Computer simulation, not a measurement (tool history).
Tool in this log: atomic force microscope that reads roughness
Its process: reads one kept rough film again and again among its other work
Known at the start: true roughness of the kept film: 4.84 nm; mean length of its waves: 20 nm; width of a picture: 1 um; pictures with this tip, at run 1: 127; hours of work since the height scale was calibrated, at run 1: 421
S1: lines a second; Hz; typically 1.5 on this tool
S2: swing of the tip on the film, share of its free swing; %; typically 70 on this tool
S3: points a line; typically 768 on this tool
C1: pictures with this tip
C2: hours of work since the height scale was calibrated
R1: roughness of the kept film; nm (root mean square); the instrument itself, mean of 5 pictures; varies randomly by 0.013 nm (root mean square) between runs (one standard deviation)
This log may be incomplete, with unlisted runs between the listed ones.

{"run": 1, "hour": 0.0, "S1": 1.5, "S2": 70, "S3": 768, "C1": 127, "C2": 421, "R1": 1.964}
{"run": 2, "hour": 13.0, "S1": 1.5, "S2": 70, "S3": 768, "C1": 145, "C2": 428, "R1": 1.878}
{"run": 3, "hour": 25.1, "S1": 1.5, "S2": 70, "S3": 768, "C1": 162, "C2": 435, "R1": 1.78}
{"hour": 27.7, "done": "new tip fitted"}
{"run": 4, "hour": 49.1, "S1": 1.5, "S2": 70, "S3": 768, "C1": 30, "C2": 447, "R1": 2.708}
{"run": 5, "hour": 68.4, "S1": 1.5, "S2": 70, "S3": 534, "C1": 56, "C2": 458, "R1": 2.406}
{"run": 6, "hour": 91.7, "S1": 1.5, "S2": 70, "S3": 534, "C1": 89, "C2": 470, "R1": 2.187}
{"run": 7, "hour": 103.7, "S1": 1.5, "S2": 70, "S3": 534, "C1": 105, "C2": 477, "R1": 2.093}
{"run": 8, "hour": 117.0, "S1": 0.57, "S2": 70, "S3": 534, "C1": 124, "C2": 484, "R1": 2.015}
{"run": 9, "hour": 133.5, "S1": 0.57, "S2": 70, "S3": 534, "C1": 147, "C2": 493, "R1": 1.889}
{"hour": 145.6, "done": "new tip fitted"}
{"run": 10, "hour": 153.8, "S1": 0.57, "S2": 70, "S3": 534, "C1": 11, "C2": 504, "R1": 3.052}
{"run": 11, "hour": 173.9, "S1": 0.57, "S2": 70, "S3": 534, "C1": 39, "C2": 515, "R1": 2.714}
{"run": 12, "hour": 187.0, "S1": 0.57, "S2": 70, "S3": 534, "C1": 58, "C2": 522, "R1": 2.539}
{"run": 13, "hour": 203.4, "S1": 1.5, "S2": 70, "S3": 768, "C1": 80, "C2": 531, "R1": 2.301}
{"run": 14, "hour": 217.6, "S1": 1.5, "S2": 64, "S3": 768, "C1": 100, "C2": 538, "R1": 2.184}
{"run": 15, "hour": 238.8, "S1": 2.94, "S2": 78, "S3": 317, "C1": 130, "C2": 550, "R1": 1.799}
{"run": 16, "hour": 260.1, "S1": 1.67, "S2": 63, "S3": 314, "C1": 159, "C2": 561, "R1": 1.818}
{"hour": 264.2, "done": "new tip fitted"}
{"run": 17, "hour": 278.7, "S1": 1.67, "S2": 63, "S3": 314, "C1": 20, "C2": 571, "R1": 2.803}
{"run": 18, "hour": 292.1, "S1": 1.61, "S2": 70, "S3": 675, "C1": 39, "C2": 578, "R1": 2.645}
{"run": 19, "hour": 315.7, "S1": 1.61, "S2": 73, "S3": 675, "C1": 72, "C2": 591, "R1": 2.326}
{"run": 20, "hour": 337.1, "S1": 1.16, "S2": 59, "S3": 619, "C1": 102, "C2": 603, "R1": 2.181}
{"run": 21, "hour": 359.7, "S1": 2.08, "S2": 89, "S3": 388, "C1": 133, "C2": 615, "R1": 1.757}
{"hour": 383.1, "done": "new tip fitted"}
{"run": 22, "hour": 383.3, "S1": 3.86, "S2": 70, "S3": 394, "C1": 0, "C2": 627, "R1": 2.914}
{"run": 23, "hour": 397.0, "S1": 2.37, "S2": 83, "S3": 828, "C1": 19, "C2": 635, "R1": 2.655}
{"run": 24, "hour": 416.0, "S1": 1.39, "S2": 73, "S3": 966, "C1": 46, "C2": 645, "R1": 2.577}
{"run": 25, "hour": 434.3, "S1": 1.18, "S2": 79, "S3": 317, "C1": 71, "C2": 655, "R1": 2.284}
{"run": 26, "hour": 449.7, "S1": 1.5, "S2": 65, "S3": 392, "C1": 93, "C2": 663, "R1": 2.19}
{"run": 27, "hour": 467.8, "S1": 1.3, "S2": 73, "S3": 517, "C1": 118, "C2": 673, "R1": 1.998}
{"run": 28, "hour": 487.9, "S1": 1.5, "S2": 70, "S3": 800, "C1": 146, "C2": 684, "R1": 1.86}

Below are 5 alternative next runs, each starting from the tool's condition after run 28. Predict each:
{"hour": 502.2, "done": "new tip fitted"}
{"run": "A", "hour": 504.8, "S1": 1.5, "S2": 70, "S3": 768, "C1": 4, "C2": 693, "R1": "?"}
{"hour": 502.2, "done": "new tip fitted"}
{"run": "B", "hour": 504.8, "S1": 1.09, "S2": 55, "S3": 538, "C1": 4, "C2": 693, "R1": "?"}
{"hour": 502.2, "done": "new tip fitted"}
{"run": "C", "hour": 504.8, "S1": 2.6, "S2": 87, "S3": 768, "C1": 4, "C2": 693, "R1": "?"}
{"hour": 502.2, "done": "new tip fitted"}
{"run": "D", "hour": 504.8, "S1": 1.5, "S2": 70, "S3": 1020, "C1": 4, "C2": 693, "R1": "?"}
{"hour": 502.2, "done": "new tip fitted"}
{"run": "E", "hour": 504.8, "S1": 1.35, "S2": 61, "S3": 931, "C1": 4, "C2": 693, "R1": "?"}

run=A R1=3.046
run=B R1=3.101
run=C R1=2.716
run=D R1=3.038
run=E R1=3.096
What these runs would have given with no unlogged condition in the tool:
run=A R1=3.144
run=B R1=3.2
run=C R1=2.803
run=D R1=3.135
run=E R1=3.195
